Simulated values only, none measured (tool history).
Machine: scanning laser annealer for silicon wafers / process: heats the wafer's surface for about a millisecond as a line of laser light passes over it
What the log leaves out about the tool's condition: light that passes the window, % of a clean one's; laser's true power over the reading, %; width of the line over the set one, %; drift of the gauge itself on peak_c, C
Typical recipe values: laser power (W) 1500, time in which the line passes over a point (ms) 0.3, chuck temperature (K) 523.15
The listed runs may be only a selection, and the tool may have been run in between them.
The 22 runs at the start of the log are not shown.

run   hour  laser power (W)  time in which the line passes over a point (ms)  chuck temperature (K)  hours of work since the window was cleaned  hours of work since the power meter was calibrated  hours of work since the optics were aligned  highest temperature of the surface (K)
 23  328.5             1568                                            0.329                 521.15                                          93                                                 348                                          145                                 1365.15
 24  341.1             1568                                            0.329                 521.15                                         101                                                 356                                          153                                 1362.15
 25  359.5             1510                                            0.362                 524.15                                         114                                                 369                                          166                                 1370.15
 26  371.4             1487                                            0.377                 495.15                                         122                                                 377                                          174                                 1345.15
 27  384.3             1423                                            0.235                 516.15                                         131                                                 386                                          183                                 1179.15
 28  392.3             1302                                            0.364                 531.15                                         137                                                 392                                          189                                 1271.15
 29  401.2             1302                                            0.364                 531.15                                         143                                                 398                                          195                                 1269.15
 30  419.4             1625                                            0.322                 531.15                                         155                                                 410                                          207                                 1387.15
 31  437.7             1394                                            0.248                 541.15                                         168                                                 423                                          220                                 1209.15
 32  453.9             1394                                            0.248                 541.15                                         179                                                 434                                          231                                 1205.15
 33  461.9             1500                                              0.3                 542.15                                         185                                                 440                                          237                                 1313.15
 34  480.1             1523                                             0.33                 523.15                                         197                                                 452                                          249                                 1338.15
 35  492.1             1412                                            0.285                 548.15                                         206                                                 461                                          258                                 1260.15
 36  511.5             1412                                            0.224                 533.15                                         219                                                 474                                          271                                 1175.15
 37  522.7             1356                                             0.22                 558.15                                         227                                                 482                                          279                                 1173.15
 38    531             1638                                            0.312                 523.15                                         232                                                 488                                          284                                 1373.15
 39  542.9             1458                                            0.271                 562.15                                         241                                                 496                                          293                                 1278.15
 40    556             1369                                            0.247                 516.15                                         250                                                 505                                          302                                 1163.15

Here are 5 independent what-if runs from the current tool condition. What would each one return?
  A  575.1             1375                                              0.3                 523.15                                         263                                                 518                                          315                                       ?
  B  575.1             1500                                              0.3                 497.15                                         263                                                 518                                          315                                       ?
  C  575.1             1442                                            0.216                 547.15                                         263                                                 518                                          315                                       ?
  D  575.1             1500                                            0.302                 523.15                                         263                                                 518                                          315                                       ?
  E  575.1             1500                                              0.3                 545.15                                         263                                                 518                                          315                                       ?

run  highest temperature of the surface (K)
  A                                 1233.15
  B                                 1265.15
  C                                 1189.15
  D                                 1295.15
  E                                 1313.15
Without the tool's unlogged condition, the same runs would have read:
run  highest temperature of the surface (K)
  A                                 1249.15
  B                                 1283.15
  C                                 1203.15
  D                                 1313.15
  E                                 1331.15
